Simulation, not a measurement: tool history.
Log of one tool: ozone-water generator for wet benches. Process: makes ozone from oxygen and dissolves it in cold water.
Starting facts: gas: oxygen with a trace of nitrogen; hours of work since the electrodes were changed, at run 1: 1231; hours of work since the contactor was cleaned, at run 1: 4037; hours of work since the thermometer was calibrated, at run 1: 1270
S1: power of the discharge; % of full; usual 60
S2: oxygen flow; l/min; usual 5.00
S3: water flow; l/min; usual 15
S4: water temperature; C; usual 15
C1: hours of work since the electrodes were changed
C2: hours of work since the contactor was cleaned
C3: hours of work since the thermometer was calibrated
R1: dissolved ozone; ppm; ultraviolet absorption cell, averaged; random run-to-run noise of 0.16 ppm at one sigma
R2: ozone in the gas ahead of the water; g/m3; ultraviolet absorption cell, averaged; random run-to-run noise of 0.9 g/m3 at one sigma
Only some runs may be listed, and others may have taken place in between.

| run | hour | S1 | S2 | S3 | S4 | C1 | C2 | C3 | R1 | R2 |
|---|---|---|---|---|---|---|---|---|---|---|
| 1 | 0.0 | 60 | 5.00 | 15 | 15 | 1231 | 4037 | 1270 | 19.1 | 148.3 |
| 2 | 41.2 | 60 | 5.00 | 15 | 15 | 1256 | 4063 | 1295 | 19.3 | 148.0 |
| 3 | 91.4 | 60 | 5.00 | 15 | 15 | 1287 | 4093 | 1326 | 19.1 | 148.6 |
| 4 | 142.3 | 60 | 4.05 | 15 | 15 | 1318 | 4125 | 1357 | 18.9 | 164.9 |
| 5 | 190.2 | 60 | 5.00 | 15 | 15 | 1348 | 4154 | 1387 | 19.4 | 147.9 |
| 6 | 219.6 | 53 | 5.00 | 15 | 15 | 1366 | 4172 | 1405 | 18.1 | 137.1 |
| 7 | 254.0 | 53 | 5.00 | 15 | 15 | 1387 | 4193 | 1426 | 17.8 | 137.7 |
| 8 | 289.6 | 60 | 5.00 | 15 | 15 | 1409 | 4215 | 1448 | 19.1 | 147.5 |
| 9 | 331.6 | 60 | 5.00 | 15 | 15 | 1435 | 4241 | 1474 | 19.1 | 147.7 |
| 10 | 376.7 | 60 | 5.00 | 15 | 22 | 1462 | 4269 | 1501 | 17.1 | 147.4 |
| 11 | 418.6 | 60 | 5.00 | 15 | 22 | 1488 | 4295 | 1527 | 17.4 | 147.6 |
| 12 | 463.4 | 60 | 5.00 | 15 | 22 | 1516 | 4322 | 1555 | 17.4 | 147.4 |
| 13 | 499.9 | 60 | 5.00 | 15 | 22 | 1538 | 4345 | 1577 | 17.0 | 147.3 |
| 14 | 523.0 | 60 | 5.00 | 15 | 22 | 1552 | 4359 | 1591 | 17.0 | 146.9 |
| 15 | 560.8 | 60 | 5.00 | 15 | 22 | 1576 | 4382 | 1615 | 17.0 | 147.5 |
| 16 | 587.9 | 60 | 5.00 | 15 | 22 | 1592 | 4399 | 1631 | 17.1 | 146.7 |
| 17 | 617.2 | 95 | 5.00 | 15 | 22 | 1610 | 4417 | 1649 | 22.5 | 191.2 |
| 18 | 667.0 | 95 | 3.18 | 15 | 9 | 1641 | 4448 | 1680 | 25.8 | 241.1 |
| 19 | 709.6 | 60 | 5.00 | 15 | 10 | 1667 | 4474 | 1706 | 20.7 | 146.9 |
| 20 | 754.6 | 87 | 5.00 | 10 | 15 | 1695 | 4501 | 1734 | 31.9 | 183.2 |
| 21 | 799.1 | 99 | 5.00 | 21 | 15 | 1722 | 4529 | 1761 | 19.2 | 194.3 |
| 22 | 833.0 | 63 | 5.24 | 15 | 17 | 1743 | 4550 | 1782 | 19.1 | 146.2 |
| 23 | 881.7 | 89 | 5.00 | 21 | 15 | 1773 | 4580 | 1812 | 17.9 | 184.1 |
| 24 | 920.3 | 89 | 5.00 | 21 | 15 | 1797 | 4603 | 1836 | 18.0 | 183.8 |
| 25 | 942.0 | 87 | 8.34 | 15 | 10 | 1810 | 4617 | 1849 | 25.2 | 141.1 |
| 26 | 983.6 | 87 | 8.34 | 15 | 10 | 1836 | 4642 | 1875 | 25.6 | 141.6 |
| 27 | 1009.5 | 98 | 8.44 | 21 | 12 | 1852 | 4658 | 1891 | 20.3 | 151.2 |
| 28 | 1041.1 | 60 | 5.00 | 11 | 20 | 1871 | 4678 | 1910 | 21.8 | 147.9 |
| 29 | 1088.7 | 60 | 5.00 | 11 | 20 | 1900 | 4707 | 1939 | 21.5 | 146.2 |
| 30 | 1136.2 | 45 | 5.38 | 15 | 15 | 1930 | 4736 | 1969 | 16.1 | 117.7 |
| 31 | 1175.3 | 60 | 5.00 | 20 | 11 | 1954 | 4760 | 1993 | 15.8 | 146.3 |
| 32 | 1221.3 | 88 | 6.81 | 16 | 8 | 1982 | 4789 | 2021 | 25.2 | 156.7 |

Branching from run 32: 3 alternative next runs. What would each branch give?
| A | 1258.2 | 56 | 4.95 | 19 | 8 | 2005 | 4811 | 2044 | ? | ? |
| B | 1258.2 | 60 | 5.00 | 15 | 15 | 2005 | 4811 | 2044 | ? | ? |
| C | 1258.2 | 81 | 6.29 | 24 | 8 | 2005 | 4811 | 2044 | ? | ? |

| run | R1 | R2 |
|---|---|---|
| A | 16.1 | 142.6 |
| B | 19.4 | 146.7 |
| C | 17.0 | 156.9 |
What these runs would have given with no unlogged condition in the tool:
| run | R1 | R2 |
|---|---|---|
| A | 17.2 | 146.3 |
| B | 20.6 | 150.7 |
| C | 18.3 | 162.1 |
